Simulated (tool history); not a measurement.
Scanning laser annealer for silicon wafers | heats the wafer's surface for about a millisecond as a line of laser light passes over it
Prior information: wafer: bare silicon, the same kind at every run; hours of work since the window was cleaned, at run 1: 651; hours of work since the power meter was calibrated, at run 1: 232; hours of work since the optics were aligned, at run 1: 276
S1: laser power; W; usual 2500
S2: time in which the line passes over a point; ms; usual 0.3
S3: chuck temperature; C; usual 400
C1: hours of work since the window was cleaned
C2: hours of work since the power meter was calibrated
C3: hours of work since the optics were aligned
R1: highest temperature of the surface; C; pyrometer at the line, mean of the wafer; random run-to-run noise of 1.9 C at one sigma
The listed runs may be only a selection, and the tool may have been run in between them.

{"run": 1, "hour": 0.0, "S1": 2500, "S2": 0.3, "S3": 400, "C1": 651, "C2": 232, "C3": 276, "R1": 1163}
{"run": 2, "hour": 20.0, "S1": 2500, "S2": 0.223, "S3": 400, "C1": 659, "C2": 240, "C3": 284, "R1": 1049}
{"run": 3, "hour": 48.0, "S1": 2500, "S2": 0.223, "S3": 405, "C1": 671, "C2": 251, "C3": 296, "R1": 1056}
{"run": 4, "hour": 65.2, "S1": 2500, "S2": 0.3, "S3": 383, "C1": 678, "C2": 258, "C3": 303, "R1": 1146}
{"run": 5, "hour": 79.2, "S1": 2500, "S2": 0.3, "S3": 400, "C1": 683, "C2": 264, "C3": 308, "R1": 1159}
{"run": 6, "hour": 105.0, "S1": 2338, "S2": 0.3, "S3": 400, "C1": 694, "C2": 275, "C3": 319, "R1": 1099}
{"run": 7, "hour": 117.7, "S1": 2338, "S2": 0.3, "S3": 400, "C1": 699, "C2": 280, "C3": 324, "R1": 1097}
{"run": 8, "hour": 134.3, "S1": 2338, "S2": 0.3, "S3": 400, "C1": 706, "C2": 287, "C3": 331, "R1": 1101}
{"run": 9, "hour": 155.4, "S1": 2338, "S2": 0.3, "S3": 400, "C1": 715, "C2": 295, "C3": 340, "R1": 1100}
{"run": 10, "hour": 179.7, "S1": 2313, "S2": 0.3, "S3": 400, "C1": 725, "C2": 305, "C3": 350, "R1": 1094}
{"run": 11, "hour": 193.5, "S1": 2474, "S2": 0.3, "S3": 400, "C1": 730, "C2": 311, "C3": 355, "R1": 1151}
{"run": 12, "hour": 209.3, "S1": 2500, "S2": 0.3, "S3": 400, "C1": 737, "C2": 317, "C3": 362, "R1": 1156}
{"run": 13, "hour": 236.5, "S1": 2500, "S2": 0.3, "S3": 400, "C1": 748, "C2": 329, "C3": 373, "R1": 1160}
{"run": 14, "hour": 259.9, "S1": 2500, "S2": 0.3, "S3": 400, "C1": 757, "C2": 338, "C3": 382, "R1": 1160}
{"run": 15, "hour": 283.9, "S1": 2500, "S2": 0.3, "S3": 400, "C1": 767, "C2": 348, "C3": 392, "R1": 1161}
{"run": 16, "hour": 301.1, "S1": 2500, "S2": 0.3, "S3": 436, "C1": 774, "C2": 355, "C3": 399, "R1": 1196}
{"run": 17, "hour": 314.3, "S1": 2500, "S2": 0.3, "S3": 436, "C1": 780, "C2": 360, "C3": 405, "R1": 1194}
{"run": 18, "hour": 328.2, "S1": 2500, "S2": 0.3, "S3": 400, "C1": 785, "C2": 366, "C3": 410, "R1": 1158}
{"run": 19, "hour": 346.6, "S1": 2500, "S2": 0.3, "S3": 400, "C1": 793, "C2": 374, "C3": 418, "R1": 1155}
{"run": 20, "hour": 373.4, "S1": 2500, "S2": 0.3, "S3": 400, "C1": 804, "C2": 385, "C3": 429, "R1": 1155}
{"run": 21, "hour": 386.7, "S1": 2500, "S2": 0.3, "S3": 400, "C1": 809, "C2": 390, "C3": 434, "R1": 1157}
{"run": 22, "hour": 409.5, "S1": 2500, "S2": 0.3, "S3": 400, "C1": 819, "C2": 399, "C3": 444, "R1": 1156}
{"run": 23, "hour": 422.4, "S1": 2344, "S2": 0.222, "S3": 403, "C1": 824, "C2": 405, "C3": 449, "R1": 995}
{"run": 24, "hour": 434.0, "S1": 2344, "S2": 0.223, "S3": 403, "C1": 829, "C2": 409, "C3": 454, "R1": 996}
{"run": 25, "hour": 449.1, "S1": 2344, "S2": 0.223, "S3": 403, "C1": 835, "C2": 416, "C3": 460, "R1": 995}
{"run": 26, "hour": 474.5, "S1": 2500, "S2": 0.38, "S3": 428, "C1": 845, "C2": 426, "C3": 470, "R1": 1286}
{"run": 27, "hour": 499.0, "S1": 2500, "S2": 0.38, "S3": 428, "C1": 855, "C2": 436, "C3": 480, "R1": 1284}
{"run": 28, "hour": 510.5, "S1": 2500, "S2": 0.28, "S3": 369, "C1": 860, "C2": 441, "C3": 485, "R1": 1095}
{"run": 29, "hour": 522.7, "S1": 2500, "S2": 0.219, "S3": 387, "C1": 865, "C2": 446, "C3": 490, "R1": 1026}
{"run": 30, "hour": 550.2, "S1": 2448, "S2": 0.239, "S3": 387, "C1": 876, "C2": 457, "C3": 501, "R1": 1032}
{"run": 31, "hour": 576.3, "S1": 2448, "S2": 0.239, "S3": 387, "C1": 887, "C2": 468, "C3": 512, "R1": 1034}
{"run": 32, "hour": 600.8, "S1": 2448, "S2": 0.239, "S3": 387, "C1": 897, "C2": 478, "C3": 522, "R1": 1031}
{"run": 33, "hour": 618.1, "S1": 2448, "S2": 0.239, "S3": 387, "C1": 904, "C2": 485, "C3": 529, "R1": 1037}
{"run": 34, "hour": 644.6, "S1": 2470, "S2": 0.3, "S3": 400, "C1": 915, "C2": 496, "C3": 540, "R1": 1143}
{"run": 35, "hour": 657.6, "S1": 2500, "S2": 0.376, "S3": 400, "C1": 920, "C2": 501, "C3": 545, "R1": 1248}
{"hour": 666.5, "done": "window over the wafer cleaned"}
{"run": 36, "hour": 673.1, "S1": 2500, "S2": 0.376, "S3": 400, "C1": 3, "C2": 507, "C3": 551, "R1": 1290}
{"run": 37, "hour": 694.6, "S1": 2590, "S2": 0.275, "S3": 415, "C1": 12, "C2": 515, "C3": 560, "R1": 1200}
{"run": 38, "hour": 714.9, "S1": 2410, "S2": 0.226, "S3": 415, "C1": 20, "C2": 524, "C3": 568, "R1": 1058}
{"run": 39, "hour": 742.5, "S1": 2410, "S2": 0.226, "S3": 415, "C1": 31, "C2": 535, "C3": 579, "R1": 1061}
{"run": 40, "hour": 769.2, "S1": 2410, "S2": 0.288, "S3": 415, "C1": 42, "C2": 546, "C3": 590, "R1": 1147}
{"run": 41, "hour": 791.7, "S1": 2410, "S2": 0.288, "S3": 415, "C1": 51, "C2": 555, "C3": 599, "R1": 1148}

Same runs, no hidden state in the tool, same run-to-run variation:
The hidden state here: light that passes the window, % of a clean one's; laser's true power over the reading, %; width of the line over the set one, %; drift of the gauge itself on peak_c, C.
run=1 R1=1191
run=2 R1=1074
run=3 R1=1080
run=4 R1=1175
run=5 R1=1188
run=6 R1=1126
run=7 R1=1125
run=8 R1=1129
run=9 R1=1129
run=10 R1=1122
run=11 R1=1182
run=12 R1=1187
run=13 R1=1192
run=14 R1=1193
run=15 R1=1194
run=16 R1=1229
run=17 R1=1228
run=18 R1=1192
run=19 R1=1189
run=20 R1=1190
run=21 R1=1192
run=22 R1=1191
run=23 R1=1023
run=24 R1=1023
run=25 R1=1023
run=26 R1=1327
run=27 R1=1325
run=28 R1=1130
run=29 R1=1058
run=30 R1=1064
run=31 R1=1066
run=32 R1=1064
run=33 R1=1070
run=34 R1=1181
run=35 R1=1293
run=36 R1=1294
run=37 R1=1204
run=38 R1=1062
run=39 R1=1065
run=40 R1=1153
run=41 R1=1154
